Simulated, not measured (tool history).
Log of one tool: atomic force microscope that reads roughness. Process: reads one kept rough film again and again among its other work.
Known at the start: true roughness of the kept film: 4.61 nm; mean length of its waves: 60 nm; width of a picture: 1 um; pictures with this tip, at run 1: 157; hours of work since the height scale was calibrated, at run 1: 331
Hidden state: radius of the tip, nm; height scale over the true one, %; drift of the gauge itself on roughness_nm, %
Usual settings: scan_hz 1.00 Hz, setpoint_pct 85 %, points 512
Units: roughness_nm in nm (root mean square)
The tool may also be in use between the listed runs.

run	hour	scan_hz	setpoint_pct	points	pictures with this tip	hours of work since the height scale was calibrated	roughness_nm
1	0.0	1.00	85	512	157	331	3.663
# hour 2.5: new tip fitted
2	24.0	1.00	85	512	33	349	3.961
3	54.2	1.00	85	512	80	372	3.870
4	69.1	1.00	85	512	103	384	3.812
5	92.7	1.00	85	512	139	402	3.727
# hour 108.3: new tip fitted
6	120.0	1.00	85	312	18	423	3.967
7	143.1	1.00	85	312	54	441	3.888
8	160.4	0.81	85	312	80	454	3.891
9	179.0	1.27	85	312	109	469	3.699
10	203.8	1.27	85	312	147	488	3.624
# hour 212.6: new tip fitted
11	228.5	1.27	89	312	24	507	3.833
12	254.2	1.00	85	512	63	527	3.883
13	281.1	2.56	65	751	105	548	3.835
14	297.1	0.51	85	512	129	560	3.838
15	311.8	0.51	85	512	152	571	3.780
# hour 316.8: new tip fitted
16	342.5	2.68	76	322	39	595	3.727
17	366.6	2.41	71	323	76	613	3.771
18	395.4	2.41	71	323	121	636	3.696
19	417.2	0.54	77	825	154	653	3.825
# hour 421.4: new tip fitted
20	434.0	0.54	77	825	19	665	4.183
21	454.7	1.36	82	493	51	681	3.862
22	480.5	1.33	68	396	91	701	3.931
23	505.3	3.97	64	916	129	721	3.657

The same runs without the tool's hidden state, with the same run-to-run variation:
run	roughness_nm
1	4.068
2	4.059
3	4.074
4	4.066
5	4.059
6	4.023
7	4.035
8	4.100
9	3.968
10	3.974
11	3.916
12	4.067
13	4.125
14	4.187
15	4.176
16	3.863
17	3.996
18	4.017
19	4.245
20	4.258
21	4.012
22	4.193
23	3.990
